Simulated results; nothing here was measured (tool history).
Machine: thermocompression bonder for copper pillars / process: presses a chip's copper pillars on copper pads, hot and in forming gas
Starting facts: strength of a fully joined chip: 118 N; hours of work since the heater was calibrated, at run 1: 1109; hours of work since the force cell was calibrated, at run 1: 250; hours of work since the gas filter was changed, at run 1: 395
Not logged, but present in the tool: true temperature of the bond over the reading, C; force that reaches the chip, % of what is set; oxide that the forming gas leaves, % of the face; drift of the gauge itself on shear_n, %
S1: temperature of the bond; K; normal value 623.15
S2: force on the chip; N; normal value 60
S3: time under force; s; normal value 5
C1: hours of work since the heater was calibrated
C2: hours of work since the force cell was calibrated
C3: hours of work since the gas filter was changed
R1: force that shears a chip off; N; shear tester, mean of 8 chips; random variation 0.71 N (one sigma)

run    hour      S1  S2  S3    C1    C2   C3    R1
  1       0  623.15  60   5  1109   250  395  63.6
  2    53.7  623.15  60   5  1150   290  436  61.7
  3    97.7  623.15  60   5  1183   324  469  62.2
      140.7  -- forming gas filter changed
  4   184.9  623.15  60   5  1249   389   33  64.6
  5   257.7  623.15  60   5  1304   444   89  63.5
  6   333.8  623.15  60   5  1362   502  146  61.8
  7   421.1  623.15  60   5  1428   568  212    62
  8   466.4  623.15  60   5  1462   602  246  61.1
  9   554.1  623.15  60   5  1528   669  313  61.5
 10   604.1  623.15  43   5  1566   706  351  42.5
 11   654.3  623.15  43   5  1604   744  389  42.5
 12   702.8  623.15  79   5  1641   781  425  78.5
 13   777.1  623.15  79   5  1697   837  481  75.8
      804.5  -- forming gas filter changed
 14   865.6  623.15  79   5  1764   904   46  77.9
      885.5  -- heater calibrated with a thermocouple chip
 15   908.2  623.15  79   5    17   935   77  81.8
 16   951.9  623.15  79   5    50   968  110  83.8
 17    1007  623.15  79   5    92  1009  152  82.8
 18  1044.4  623.15  38   5   120  1038  180  38.5
 19    1132  623.15  38   5   186  1104  246  38.9
 20  1199.8  623.15  38   5   238  1155  298  38.6
 21  1258.9  619.15  67   8   283  1200  342  77.7
 22  1320.1  640.15  60   9   329  1246  389  85.3
 23  1379.9  631.15  61   4   374  1292  434  63.2
 24  1420.6  598.15  79   8   405  1322  465  73.3
     1469.8  -- forming gas filter changed
 25  1475.4  596.15  60   4   446  1363    4  42.4
 26    1532  600.15  69   3   489  1406   47    46
 27  1612.9  600.15  69   3   550  1467  108  46.1
 28  1655.5  607.15  69  15   582  1500  140  83.3
 29  1726.8  596.15  62   9   636  1554  194  57.1
 30  1790.6  605.15  60   5   684  1602  243  50.7
 31  1859.3  616.15  55   3   736  1654  295  42.2
 32  1899.1  628.15  54   5   766  1684  325  57.5
 33  1944.3  603.15  90  11   801  1718  359  87.5
 34    1988  607.15  46   8   834  1751  392  44.9
 35  2023.5  623.15  60   6   861  1778  419  63.9
 36  2086.5  623.15  60   6   908  1826  467    63
     2131.8  -- forming gas filter changed
 37  2172.9  623.15  39   5   973  1891   31  36.9
 38  2223.2  600.15  60   5  1011  1929   69  46.5
 39  2259.6  621.15  38   9  1039  1956   97  44.2
 40  2325.2  621.15  38   9  1088  2006  146    44

Forecast each of these 4 alternatives for the next run:
  A  2364.8  646.15  84   4  1118  2036  176   ?
  B  2364.8  631.15  55   6  1118  2036  176   ?
  C  2364.8  624.15  52   6  1118  2036  176   ?
  D  2364.8  623.15  59   4  1118  2036  176   ?

run    R1
  A  90.8
  B  62.6
  C  55.2
  D    55
With no hidden state in the tool, these same runs would have given:
run    R1
  A  99.4
  B  72.3
  C  64.5
  D  64.3

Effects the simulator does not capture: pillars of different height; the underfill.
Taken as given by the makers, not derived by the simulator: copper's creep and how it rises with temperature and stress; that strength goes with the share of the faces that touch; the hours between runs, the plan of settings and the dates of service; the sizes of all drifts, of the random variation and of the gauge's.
